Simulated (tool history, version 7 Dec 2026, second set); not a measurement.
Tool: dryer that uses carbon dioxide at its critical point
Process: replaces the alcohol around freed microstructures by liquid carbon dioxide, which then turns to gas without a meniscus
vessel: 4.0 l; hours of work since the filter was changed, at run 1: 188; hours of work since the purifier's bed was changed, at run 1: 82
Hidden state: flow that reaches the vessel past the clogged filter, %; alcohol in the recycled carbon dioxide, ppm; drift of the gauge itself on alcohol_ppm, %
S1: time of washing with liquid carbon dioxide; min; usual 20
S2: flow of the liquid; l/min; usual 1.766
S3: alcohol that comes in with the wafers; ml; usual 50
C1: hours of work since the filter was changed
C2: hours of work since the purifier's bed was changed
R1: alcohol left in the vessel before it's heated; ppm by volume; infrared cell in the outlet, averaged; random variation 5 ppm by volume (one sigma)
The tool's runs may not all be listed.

Run 1, hour 0.0: usual settings; C1 188; C2 82. Result: R1 24 ppm by volume.
Run 2, hour 7.1: usual settings; C1 191; C2 84. Result: R1 32 ppm by volume.
Run 3, hour 22.5: usual settings; C1 195; C2 89. Result: R1 14 ppm by volume.
Run 4, hour 37.4: usual settings; C1 200; C2 93. Result: R1 27 ppm by volume.
Run 5, hour 44.9: usual settings; C1 202; C2 96. Result: R1 31 ppm by volume.
Run 6, hour 60.6: usual settings but S1 17 min; C1 207; C2 101. Result: R1 46 ppm by volume.
Run 7, hour 70.2: usual settings but S1 17 min; C1 210; C2 104. Result: R1 51 ppm by volume.
Run 8, hour 82.3: usual settings but S1 17 min; C1 214; C2 107. Result: R1 44 ppm by volume.
Run 9, hour 93.2: usual settings but S1 17 min; C1 217; C2 111. Result: R1 39 ppm by volume.
Run 10, hour 104.5: usual settings; C1 221; C2 114. Result: R1 40 ppm by volume.
Run 11, hour 116.3: usual settings; C1 224; C2 118. Result: R1 37 ppm by volume.
Run 12, hour 127.9: usual settings; C1 228; C2 121. Result: R1 45 ppm by volume.
Run 13, hour 138.0: usual settings; C1 231; C2 125. Result: R1 45 ppm by volume.
Run 14, hour 152.5: usual settings; C1 236; C2 129. Result: R1 44 ppm by volume.
Run 15, hour 162.7: usual settings but S1 14 min; C1 239; C2 132. Result: R1 102 ppm by volume.
Run 16, hour 174.1: usual settings but S1 14 min; C1 242; C2 136. Result: R1 111 ppm by volume.
Run 17, hour 185.2: usual settings but S1 14 min; C1 246; C2 139. Result: R1 115 ppm by volume.
Run 18, hour 201.0: usual settings but S1 14 min; C1 251; C2 144. Result: R1 120 ppm by volume.
Run 19, hour 216.8: usual settings but S1 14 min; C1 255; C2 149. Result: R1 114 ppm by volume.
Run 20, hour 230.1: usual settings but S2 1.700 l/min; C1 260; C2 153. Result: R1 42 ppm by volume.
Run 21, hour 239.6: usual settings but S2 1.700 l/min; C1 262; C2 156. Result: R1 41 ppm by volume.
Run 22, hour 247.6: usual settings but S2 2.530 l/min; C1 265; C2 159. Result: R1 32 ppm by volume.
At hour 251.2: inlet filter changed.
Run 23, hour 256.6: usual settings but S1 15 min, S2 1.530 l/min, S3 67 ml; C1 2; C2 161. Result: R1 105 ppm by volume.
Run 24, hour 269.1: usual settings but S1 31 min, S2 1.990 l/min, S3 70 ml; C1 6; C2 165. Result: R1 31 ppm by volume.
Run 25, hour 281.6: usual settings but S1 31 min, S2 2.850 l/min, S3 119 ml; C1 9; C2 169. Result: R1 38 ppm by volume.
Run 26, hour 293.3: usual settings but S3 55 ml; C1 13; C2 172. Result: R1 35 ppm by volume.
Run 27, hour 304.0: usual settings but S1 26 min, S2 1.310 l/min, S3 61 ml; C1 16; C2 176. Result: R1 34 ppm by volume.
Run 28, hour 318.5: usual settings but S1 23 min, S2 1.490 l/min, S3 65 ml; C1 21; C2 180. Result: R1 37 ppm by volume.

Forecast run 29:
Run 29, hour 331.7: usual settings but S1 19 min, S2 2.100 l/min, S3 30 ml; C1 25; C2 184. Result: R1 ?.

R1: 33 ppm by volume
Without the tool's hidden state the same run would have given R1 3 ppm by volume.
